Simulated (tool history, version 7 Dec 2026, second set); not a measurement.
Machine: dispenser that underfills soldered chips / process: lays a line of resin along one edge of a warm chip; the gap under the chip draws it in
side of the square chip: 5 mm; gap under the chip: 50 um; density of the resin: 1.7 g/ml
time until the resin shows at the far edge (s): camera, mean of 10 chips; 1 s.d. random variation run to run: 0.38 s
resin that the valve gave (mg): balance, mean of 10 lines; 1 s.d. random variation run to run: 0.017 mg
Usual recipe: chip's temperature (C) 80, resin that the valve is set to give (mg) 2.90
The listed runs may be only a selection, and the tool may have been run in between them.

run	hour	chip's temperature (C)	resin that the valve is set to give (mg)	time until the resin shows at the far edge (s)	resin that the valve gave (mg)
1	0.0	80	2.90	41.3	2.73
# hour 1.6: new syringe of resin
2	8.8	80	2.90	34.4	2.69
# hour 13.7: new syringe of resin
3	17.0	80	2.90	27.3	2.69
# hour 18.8: dispensing valve cleaned and set on the balance
4	24.5	80	2.90	39.6	2.89
# hour 26.8: new syringe of resin
5	30.3	80	2.90	26.7	2.92
# hour 38.2: new syringe of resin
6	38.8	80	2.90	23.1	2.87
7	45.3	80	2.90	33.6	2.86
# hour 49.5: new syringe of resin
8	57.3	80	2.90	34.9	2.85
# hour 61.0: new syringe of resin
9	69.3	80	2.90	35.8	2.83
# hour 72.2: new syringe of resin
10	82.4	80	2.90	40.5	2.82
# hour 83.7: new syringe of resin
11	93.5	80	2.90	39.3	2.76
# hour 95.5: new syringe of resin
12	100.6	70	2.90	50.5	2.76
# hour 107.2: new syringe of resin
13	113.7	79	3.04	33.6	2.86
# hour 119.0: stage's temperature calibrated
# hour 120.3: new syringe of resin
14	124.6	79	3.04	31.4	2.86
# hour 131.6: new syringe of resin
15	136.2	66	3.26	62.2	3.03
# hour 143.1: new syringe of resin
# hour 146.3: dispensing valve cleaned and set on the balance
16	147.7	68	3.26	51.5	3.26
# hour 155.7: new syringe of resin
17	156.9	80	3.41	23.7	3.36
18	162.2	80	3.41	33.0	3.38
# hour 167.7: new syringe of resin
19	171.6	80	3.41	28.3	3.37
# hour 179.4: new syringe of resin
20	184.6	94	3.05	16.4	2.96
# hour 190.9: new syringe of resin
21	197.5	94	3.05	18.1	2.92

Here are 4 independent what-if runs from the current tool condition. What would each one return?
# hour 202.2: new syringe of resin
A	208.1	83	2.99	?	?
# hour 202.2: new syringe of resin
B	208.1	88	2.63	?	?
# hour 202.2: new syringe of resin
C	208.1	86	3.20	?	?
# hour 202.2: new syringe of resin
D	208.1	94	3.24	?	?

run	time until the resin shows at the far edge (s)	resin that the valve gave (mg)
A	28.8	2.88
B	23.2	2.53
C	24.3	3.07
D	16.9	3.10
Had the tool no hidden state, the same runs would have come out as:
run	time until the resin shows at the far edge (s)	resin that the valve gave (mg)
A	19.9	3.00
B	15.9	2.63
C	16.8	3.20
D	11.7	3.23

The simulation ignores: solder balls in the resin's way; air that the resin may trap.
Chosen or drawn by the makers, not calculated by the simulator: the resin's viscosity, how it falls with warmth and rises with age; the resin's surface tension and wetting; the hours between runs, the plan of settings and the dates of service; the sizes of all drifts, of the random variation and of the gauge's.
